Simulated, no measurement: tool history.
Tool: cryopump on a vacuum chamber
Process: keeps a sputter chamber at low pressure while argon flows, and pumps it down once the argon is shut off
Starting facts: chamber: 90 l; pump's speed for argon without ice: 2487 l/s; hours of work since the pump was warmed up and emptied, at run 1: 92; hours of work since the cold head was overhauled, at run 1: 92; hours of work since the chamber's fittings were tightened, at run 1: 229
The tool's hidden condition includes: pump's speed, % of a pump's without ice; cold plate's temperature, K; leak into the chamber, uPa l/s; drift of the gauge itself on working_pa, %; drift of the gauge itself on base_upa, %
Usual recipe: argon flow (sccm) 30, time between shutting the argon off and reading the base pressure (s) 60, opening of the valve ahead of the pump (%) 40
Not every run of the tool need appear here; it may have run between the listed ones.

run,hour,argon flow (sccm),time between shutting the argon off and reading the base pressure (s),opening of the valve ahead of the pump (%),hours of work since the pump was warmed up and emptied,hours of work since the cold head was overhauled,hours of work since the chamber's fittings were tightened,pressure while argon flows (Pa),pressure after the wait (uPa)
1,0.0,30,60,40,92,92,229,0.0523,1.20
2,14.2,30,60,40,101,101,237,0.0527,1.22
3,29.7,30,60,40,110,110,247,0.0524,1.21
4,45.8,30,60,40,119,119,256,0.0538,1.21
5,69.8,30,60,40,133,133,270,0.0523,1.33
6,92.0,30,60,40,147,147,283,0.0531,1.25
7,111.8,30,60,40,158,158,295,0.0537,1.29
8,128.9,30,60,40,168,168,305,0.0535,1.32
9,151.4,30,60,40,182,182,318,0.0539,1.32
10,168.6,30,60,40,192,192,329,0.0544,1.35
11,181.2,30,60,22,199,199,336,0.0964,1.41
12,205.8,22,60,40,214,214,351,0.0403,1.36
13,219.6,30,60,40,222,222,359,0.0547,1.39
14,234.9,31,132,23,231,231,368,0.0957,0.92
15,254.5,12,84,48,243,243,379,0.0184,1.20
16,277.9,12,84,48,256,256,393,0.0185,1.21
17,290.7,12,84,48,264,264,401,0.0188,1.22
18,310.3,27,31,20,276,276,412,0.0956,2.33
19,334.7,21,60,22,290,290,427,0.0680,1.53
20,351.6,15,57,22,300,300,437,0.0490,1.58
21,368.4,30,60,15,310,310,447,0.1413,1.57
22,392.9,30,60,15,324,324,461,0.1416,1.57
23,409.3,30,60,15,334,334,471,0.1408,1.58
24,424.2,25,60,40,343,343,480,0.0473,1.56
25,437.6,14,178,33,351,351,488,0.0323,0.98
26,462.4,30,64,40,365,365,502,0.0575,1.59

Forecast each of these 5 alternatives for the next run:
A,478.6,30,64,42,375,375,512,?,?
B,478.6,30,198,30,375,375,512,?,?
C,478.6,30,64,53,375,375,512,?,?
D,478.6,30,198,40,375,375,512,?,?
E,478.6,12,295,19,375,375,512,?,?

run,pressure while argon flows (Pa),pressure after the wait (uPa)
A,0.0558,1.64
B,0.0755,1.08
C,0.0461,1.58
D,0.0578,1.05
E,0.0450,0.93
With no hidden state in the tool, these same runs would have given:
run,pressure while argon flows (Pa),pressure after the wait (uPa)
A,0.0488,0.97
B,0.0685,0.41
C,0.0391,0.92
D,0.0507,0.38
E,0.0422,0.27

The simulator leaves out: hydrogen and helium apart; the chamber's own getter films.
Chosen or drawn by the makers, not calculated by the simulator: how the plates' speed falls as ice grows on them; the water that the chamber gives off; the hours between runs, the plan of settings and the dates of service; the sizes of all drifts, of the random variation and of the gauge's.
